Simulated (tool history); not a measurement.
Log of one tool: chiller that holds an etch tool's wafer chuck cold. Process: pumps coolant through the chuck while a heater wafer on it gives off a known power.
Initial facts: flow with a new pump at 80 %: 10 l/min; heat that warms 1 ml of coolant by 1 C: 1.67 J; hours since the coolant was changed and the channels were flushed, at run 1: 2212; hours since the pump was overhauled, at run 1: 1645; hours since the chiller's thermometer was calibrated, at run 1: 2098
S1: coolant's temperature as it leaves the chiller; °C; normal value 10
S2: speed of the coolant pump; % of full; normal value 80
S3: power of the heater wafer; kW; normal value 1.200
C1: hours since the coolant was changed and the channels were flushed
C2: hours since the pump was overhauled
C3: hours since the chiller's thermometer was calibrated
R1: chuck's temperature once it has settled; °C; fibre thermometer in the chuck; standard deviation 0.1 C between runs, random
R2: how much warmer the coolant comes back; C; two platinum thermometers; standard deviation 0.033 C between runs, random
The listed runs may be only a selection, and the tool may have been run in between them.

{"run": 1, "hour": 0.0, "S1": 10, "S2": 80, "S3": 1.2, "C1": 2212, "C2": 1645, "C3": 2098, "R1": 19.0, "R2": 4.35}
{"run": 2, "hour": 49.8, "S1": 10, "S2": 80, "S3": 1.2, "C1": 2262, "C2": 1695, "C3": 2148, "R1": 18.9, "R2": 4.38}
{"run": 3, "hour": 124.5, "S1": 10, "S2": 80, "S3": 1.2, "C1": 2336, "C2": 1770, "C3": 2223, "R1": 19.0, "R2": 4.45}
{"run": 4, "hour": 166.3, "S1": 10, "S2": 80, "S3": 1.2, "C1": 2378, "C2": 1812, "C3": 2265, "R1": 19.0, "R2": 4.47}
{"run": 5, "hour": 241.7, "S1": 10, "S2": 80, "S3": 1.2, "C1": 2453, "C2": 1887, "C3": 2340, "R1": 18.7, "R2": 4.4}
{"run": 6, "hour": 314.7, "S1": 10, "S2": 80, "S3": 1.2, "C1": 2526, "C2": 1960, "C3": 2413, "R1": 19.0, "R2": 4.39}
{"run": 7, "hour": 383.3, "S1": 10, "S2": 80, "S3": 1.2, "C1": 2595, "C2": 2029, "C3": 2482, "R1": 19.0, "R2": 4.4}
{"run": 8, "hour": 445.5, "S1": 10, "S2": 80, "S3": 0.718, "C1": 2657, "C2": 2091, "C3": 2544, "R1": 15.4, "R2": 2.58}
{"run": 9, "hour": 499.4, "S1": 2, "S2": 77, "S3": 0.72, "C1": 2711, "C2": 2145, "C3": 2598, "R1": 7.6, "R2": 2.8}
{"run": 10, "hour": 562.2, "S1": 10, "S2": 60, "S3": 1.2, "C1": 2774, "C2": 2208, "C3": 2661, "R1": 20.8, "R2": 6.05}
{"run": 11, "hour": 610.1, "S1": 13, "S2": 81, "S3": 0.702, "C1": 2822, "C2": 2255, "C3": 2709, "R1": 18.2, "R2": 2.48}
{"run": 12, "hour": 687.6, "S1": 16, "S2": 97, "S3": 1.546, "C1": 2899, "C2": 2333, "C3": 2786, "R1": 26.2, "R2": 4.68}
{"run": 13, "hour": 756.1, "S1": 7, "S2": 67, "S3": 1.27, "C1": 2968, "C2": 2401, "C3": 2855, "R1": 17.8, "R2": 5.62}
{"run": 14, "hour": 823.3, "S1": 5, "S2": 94, "S3": 1.2, "C1": 3035, "C2": 2469, "C3": 2922, "R1": 13.2, "R2": 3.72}
{"run": 15, "hour": 896.4, "S1": 5, "S2": 94, "S3": 1.012, "C1": 3108, "C2": 2542, "C3": 2995, "R1": 11.7, "R2": 3.09}
{"run": 16, "hour": 940.6, "S1": 5, "S2": 94, "S3": 1.012, "C1": 3152, "C2": 2586, "C3": 3039, "R1": 11.9, "R2": 3.11}

Each row is a separate what-if for the run after 16, all from the same tool condition, not one after another. Results?
{"run": "A", "hour": 1012.9, "S1": 20, "S2": 94, "S3": 1.012, "C1": 3225, "C2": 2658, "C3": 3111, "R1": "?", "R2": "?"}
{"run": "B", "hour": 1012.9, "S1": 18, "S2": 94, "S3": 0.951, "C1": 3225, "C2": 2658, "C3": 3111, "R1": "?", "R2": "?"}
{"run": "C", "hour": 1012.9, "S1": 11, "S2": 79, "S3": 0.683, "C1": 3225, "C2": 2658, "C3": 3111, "R1": "?", "R2": "?"}
{"run": "D", "hour": 1012.9, "S1": 19, "S2": 94, "S3": 1.121, "C1": 3225, "C2": 2658, "C3": 3111, "R1": "?", "R2": "?"}
{"run": "E", "hour": 1012.9, "S1": 12, "S2": 100, "S3": 1.2, "C1": 3225, "C2": 2658, "C3": 3111, "R1": "?", "R2": "?"}

run=A R1=26.6 R2=3.13
run=B R1=24.4 R2=2.97
run=C R1=16.2 R2=2.53
run=D R1=26.5 R2=3.44
run=E R1=19.7 R2=3.51
What these runs would have given with no unlogged condition in the tool:
run=A R1=26.4 R2=3.05
run=B R1=24.2 R2=2.90
run=C R1=16.0 R2=2.46
run=D R1=26.2 R2=3.35
run=E R1=19.5 R2=3.42
